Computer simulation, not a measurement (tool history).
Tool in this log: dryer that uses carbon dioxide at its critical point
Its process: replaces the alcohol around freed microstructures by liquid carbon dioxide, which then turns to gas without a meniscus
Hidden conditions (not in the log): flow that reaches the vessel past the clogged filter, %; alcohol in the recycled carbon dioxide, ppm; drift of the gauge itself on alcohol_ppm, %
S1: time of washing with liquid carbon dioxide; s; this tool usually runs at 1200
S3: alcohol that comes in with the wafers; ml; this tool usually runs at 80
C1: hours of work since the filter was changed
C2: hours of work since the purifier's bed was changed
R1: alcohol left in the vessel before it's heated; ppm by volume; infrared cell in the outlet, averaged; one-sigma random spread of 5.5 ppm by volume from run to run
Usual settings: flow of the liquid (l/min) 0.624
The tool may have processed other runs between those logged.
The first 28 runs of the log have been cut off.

run 29 hour=414.1 | S1=1320 flow_of_the_liquid_(l/min)=0.413 S3=49 | C1=379 C2=451 | R1=675
run 30 hour=433.1 | S1=1740 flow_of_the_liquid_(l/min)=0.413 S3=55 | C1=393 C2=465 | R1=292
run 31 hour=451.1 | S1=1740 flow_of_the_liquid_(l/min)=0.413 S3=55 | C1=406 C2=478 | R1=301
run 32 hour=462.8 | S1=1440 flow_of_the_liquid_(l/min)=0.413 S3=32 | C1=414 C2=486 | R1=384
run 33 hour=481.1 | S1=1620 flow_of_the_liquid_(l/min)=0.547 S3=80 | C1=427 C2=499 | R1=204
run 34 hour=491.3 | S1=1200 flow_of_the_liquid_(l/min)=0.389 S3=80 | C1=435 C2=506 | R1=1833
run 35 hour=504.2 | S1=1200 flow_of_the_liquid_(l/min)=0.389 S3=80 | C1=444 C2=516 | R1=1824
run 36 hour=520.3 | S1=900 flow_of_the_liquid_(l/min)=0.418 S3=80 | C1=455 C2=527 | R1=3208
run 37 hour=533.5 | S1=720 flow_of_the_liquid_(l/min)=0.798 S3=80 | C1=465 C2=537 | R1=1073
run 38 hour=552.0 | S1=840 flow_of_the_liquid_(l/min)=0.586 S3=35 | C1=478 C2=550 | R1=799

Run 39, settings as shown, results not yet in. Your forecast:
run 39 hour=567.8 | S1=840 flow_of_the_liquid_(l/min)=0.586 S3=35 | C1=489 C2=561 | R1=?

{"run 39": {"R1": 802}}
Were there no unlogged condition in the tool, this run, its random variation unchanged, would have produced R1 436 ppm by volume.
